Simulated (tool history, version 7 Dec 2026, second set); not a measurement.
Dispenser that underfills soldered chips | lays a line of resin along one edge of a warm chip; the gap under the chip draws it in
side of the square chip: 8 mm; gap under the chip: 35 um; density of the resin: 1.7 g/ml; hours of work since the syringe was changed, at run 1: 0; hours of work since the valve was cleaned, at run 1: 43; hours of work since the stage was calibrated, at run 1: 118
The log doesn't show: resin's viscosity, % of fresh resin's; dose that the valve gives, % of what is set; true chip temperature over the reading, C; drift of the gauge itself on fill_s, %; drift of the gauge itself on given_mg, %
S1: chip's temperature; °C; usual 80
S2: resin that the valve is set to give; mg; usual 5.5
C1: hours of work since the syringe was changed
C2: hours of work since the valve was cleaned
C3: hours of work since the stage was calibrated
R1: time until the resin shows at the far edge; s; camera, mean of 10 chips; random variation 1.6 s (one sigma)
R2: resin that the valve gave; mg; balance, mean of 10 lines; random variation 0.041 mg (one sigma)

run	hour	S1	S2	C1	C2	C3	R1	R2
1	0	80	5.5	0	43	118	160.7	5.42
2	3	80	5.5	3	45	120	191.4	5.39
# hour 6.8: new syringe of resin
3	8.2	80	5.5	1	49	124	169.7	5.42
4	12.6	80	5.5	4	52	127	219.3	5.44
# hour 14.3: new syringe of resin
5	16.2	67	5.5	1	55	130	298.5	5.41
6	19.9	80	5.5	4	57	132	216.1	5.43
# hour 21.6: new syringe of resin
7	24.2	80	5.5	2	60	135	186.4	5.37
8	28.2	80	5.5	5	63	138	230	5.39
# hour 29: new syringe of resin
9	32	80	5.5	2	66	141	182.2	5.45
# hour 36.3: new syringe of resin
10	36.6	80	5.5	0	69	144	155.7	5.37
11	41.5	95	5.5	4	73	148	116.9	5.34
# hour 43.6: new syringe of resin
12	44.2	95	5.5	1	75	150	90	5.33
13	46.9	95	5.5	3	77	152	106.6	5.36
14	49.9	95	5.5	5	79	154	126.2	5.35
# hour 50.9: new syringe of resin
15	54.5	71	7.02	3	82	157	265.7	6.83
# hour 58.5: new syringe of resin
16	59.6	68	5.5	1	86	161	275.6	5.41
17	63.3	73	6.01	4	89	164	272.5	5.78
# hour 66.1: new syringe of resin
18	67.4	93	6.65	1	92	166	95.9	6.42
19	72.4	77	5.03	5	95	170	259.1	4.86
# hour 73.3: new syringe of resin
20	74.9	77	5.03	1	97	172	193.6	4.9
21	79.9	79	5.5	5	101	176	234.3	5.32
# hour 80.7: new syringe of resin
22	84.3	72	5.5	3	104	179	269.5	5.29

3 ways to go on from here, each from the tool as it stands after run 22. What would each give?
# hour 87.9: new syringe of resin
A	88.5	72	4.95	0	107	182	?	?
# hour 87.9: new syringe of resin
B	88.5	72	6.52	0	107	182	?	?
# hour 87.9: new syringe of resin
C	88.5	81	5.55	0	107	182	?	?

run	R1	R2
A	228.5	4.79
B	216.9	6.26
C	149.5	5.36
Without the tool's hidden state the same runs would have given:
run	R1	R2
A	230.2	4.97
B	220.4	6.5
C	150.9	5.56
